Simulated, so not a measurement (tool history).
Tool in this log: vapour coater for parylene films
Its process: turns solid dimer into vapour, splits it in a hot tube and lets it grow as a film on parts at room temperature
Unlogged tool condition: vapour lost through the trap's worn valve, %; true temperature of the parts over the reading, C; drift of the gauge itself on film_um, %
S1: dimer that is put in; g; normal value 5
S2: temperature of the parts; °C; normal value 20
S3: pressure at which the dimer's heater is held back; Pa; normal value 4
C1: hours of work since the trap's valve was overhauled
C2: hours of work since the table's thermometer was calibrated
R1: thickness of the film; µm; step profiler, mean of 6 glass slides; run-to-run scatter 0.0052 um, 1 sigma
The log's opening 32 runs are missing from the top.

{"run": 33, "hour": 357.8, "S1": 2, "S2": 18, "S3": 7.59, "C1": 62, "C2": 304, "R1": 0.272}
{"run": 34, "hour": 364.6, "S1": 5, "S2": 20, "S3": 2.15, "C1": 66, "C2": 308, "R1": 0.784}
{"run": 35, "hour": 373.7, "S1": 5, "S2": 13, "S3": 4, "C1": 71, "C2": 313, "R1": 0.822}
{"run": 36, "hour": 385.1, "S1": 5, "S2": 13, "S3": 4, "C1": 77, "C2": 319, "R1": 0.81}
{"run": 37, "hour": 400.7, "S1": 2, "S2": 20, "S3": 4.25, "C1": 86, "C2": 328, "R1": 0.275}
{"run": 38, "hour": 414.2, "S1": 8, "S2": 20, "S3": 4.25, "C1": 94, "C2": 336, "R1": 1.121}
{"run": 39, "hour": 422.3, "S1": 6, "S2": 14, "S3": 8.02, "C1": 99, "C2": 341, "R1": 0.86}
{"run": 40, "hour": 430.8, "S1": 6, "S2": 14, "S3": 8.02, "C1": 104, "C2": 346, "R1": 0.863}
{"run": 41, "hour": 437.2, "S1": 6, "S2": 14, "S3": 8.02, "C1": 107, "C2": 349, "R1": 0.864}

Here are 4 independent what-if runs from the current tool condition. What would each one return?
{"run": "A", "hour": 450.6, "S1": 3, "S2": 13, "S3": 3.59, "C1": 115, "C2": 357, "R1": "?"}
{"run": "B", "hour": 450.6, "S1": 8, "S2": 14, "S3": 2.07, "C1": 115, "C2": 357, "R1": "?"}
{"run": "C", "hour": 450.6, "S1": 8, "S2": 14, "S3": 8.02, "C1": 115, "C2": 357, "R1": "?"}
{"run": "D", "hour": 450.6, "S1": 4, "S2": 20, "S3": 4, "C1": 115, "C2": 357, "R1": "?"}

run=A R1=0.493
run=B R1=1.393
run=C R1=1.15
run=D R1=0.563
Take away the tool's hidden state, keep each run's random variation, and the runs would have read:
run=A R1=0.516
run=B R1=1.46
run=C R1=1.205
run=D R1=0.59
